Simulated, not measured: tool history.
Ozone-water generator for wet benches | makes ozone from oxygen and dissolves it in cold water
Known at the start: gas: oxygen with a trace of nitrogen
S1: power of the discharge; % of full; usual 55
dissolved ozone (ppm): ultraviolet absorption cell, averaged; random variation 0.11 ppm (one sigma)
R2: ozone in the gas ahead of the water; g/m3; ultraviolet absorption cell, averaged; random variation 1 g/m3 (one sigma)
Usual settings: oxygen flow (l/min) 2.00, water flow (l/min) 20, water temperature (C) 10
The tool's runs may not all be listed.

Run 1, hour 0.0: usual settings. Result: dissolved ozone (ppm) 10.5, R2 181.1 g/m3.
Run 2, hour 84.5: usual settings. Result: dissolved ozone (ppm) 10.4, R2 180.4 g/m3.
Run 3, hour 181.7: usual settings. Result: dissolved ozone (ppm) 10.6, R2 181.5 g/m3.
Run 4, hour 261.1: usual settings. Result: dissolved ozone (ppm) 10.7, R2 181.6 g/m3.
Run 5, hour 352.4: usual settings but S1 90 % of full. Result: dissolved ozone (ppm) 14.7, R2 245.8 g/m3.
Run 6, hour 438.8: usual settings. Result: dissolved ozone (ppm) 10.5, R2 180.9 g/m3.
Run 7, hour 549.9: usual settings. Result: dissolved ozone (ppm) 10.5, R2 180.5 g/m3.
Run 8, hour 604.1: usual settings. Result: dissolved ozone (ppm) 10.6, R2 182.3 g/m3.
Run 9, hour 687.4: usual settings but water temperature (C) 12. Result: dissolved ozone (ppm) 10.4, R2 181.6 g/m3.
Run 10, hour 792.7: usual settings but water temperature (C) 12. Result: dissolved ozone (ppm) 10.6, R2 181.5 g/m3.
Run 11, hour 900.4: usual settings but water temperature (C) 12. Result: dissolved ozone (ppm) 10.5, R2 179.6 g/m3.
Run 12, hour 997.8: usual settings but water temperature (C) 12. Result: dissolved ozone (ppm) 10.4, R2 180.0 g/m3.
Run 13, hour 1098.0: usual settings but water temperature (C) 12. Result: dissolved ozone (ppm) 10.4, R2 181.9 g/m3.
Run 14, hour 1172.6: usual settings but water flow (l/min) 13, water temperature (C) 12. Result: dissolved ozone (ppm) 15.5, R2 182.9 g/m3.
Run 15, hour 1258.4: usual settings but oxygen flow (l/min) 2.42, water flow (l/min) 13, water temperature (C) 12. Result: dissolved ozone (ppm) 16.3, R2 161.2 g/m3.
Run 16, hour 1339.9: usual settings but oxygen flow (l/min) 2.42, water flow (l/min) 13, water temperature (C) 12. Result: dissolved ozone (ppm) 15.5, R2 160.9 g/m3.
Run 17, hour 1420.4: usual settings but oxygen flow (l/min) 2.42, water flow (l/min) 13, water temperature (C) 12. Result: dissolved ozone (ppm) 15.8, R2 162.1 g/m3.
Run 18, hour 1498.2: usual settings but S1 80 % of full, water flow (l/min) 17, water temperature (C) 8. Result: dissolved ozone (ppm) 15.8, R2 229.8 g/m3.
Run 19, hour 1593.7: usual settings but S1 80 % of full, water flow (l/min) 17, water temperature (C) 8. Result: dissolved ozone (ppm) 15.8, R2 227.6 g/m3.
Run 20, hour 1720.0: usual settings but S1 63 % of full, water flow (l/min) 31. Result: dissolved ozone (ppm) 7.3, R2 195.8 g/m3.
Run 21, hour 1776.3: usual settings but S1 78 % of full. Result: dissolved ozone (ppm) 13.3, R2 226.1 g/m3.
Run 22, hour 1840.2: usual settings but oxygen flow (l/min) 1.56. Result: dissolved ozone (ppm) 9.9, R2 211.1 g/m3.
Run 23, hour 1964.2: usual settings but oxygen flow (l/min) 1.56. Result: dissolved ozone (ppm) 9.9, R2 210.7 g/m3.

5 ways to go on from here, each from the tool as it stands after run 23. What would each give?
Run A, hour 2036.4: usual settings but oxygen flow (l/min) 1.76, water flow (l/min) 26. Result: dissolved ozone (ppm) ?, R2 ?.
Run B, hour 2036.4: usual settings but oxygen flow (l/min) 1.56, water flow (l/min) 18. Result: dissolved ozone (ppm) ?, R2 ?.
Run C, hour 2036.4: usual settings but S1 72 % of full, oxygen flow (l/min) 1.26, water temperature (C) 17. Result: dissolved ozone (ppm) ?, R2 ?.
Run D, hour 2036.4: usual settings but oxygen flow (l/min) 2.80. Result: dissolved ozone (ppm) ?, R2 ?.
Run E, hour 2036.4: usual settings but S1 63 % of full, water flow (l/min) 18. Result: dissolved ozone (ppm) ?, R2 ?.

run  dissolved ozone (ppm)     R2
  A                    7.7  196.5
  B                   11.2  212.1
  C                   11.0  283.1
  D                   11.1  149.4
  E                   12.8  197.4
Without the tool's hidden state the same runs would have given:
run  dissolved ozone (ppm)     R2
  A                    7.7  196.7
  B                   11.2  212.3
  C                   11.0  283.4
  D                   11.2  149.5
  E                   12.9  197.6

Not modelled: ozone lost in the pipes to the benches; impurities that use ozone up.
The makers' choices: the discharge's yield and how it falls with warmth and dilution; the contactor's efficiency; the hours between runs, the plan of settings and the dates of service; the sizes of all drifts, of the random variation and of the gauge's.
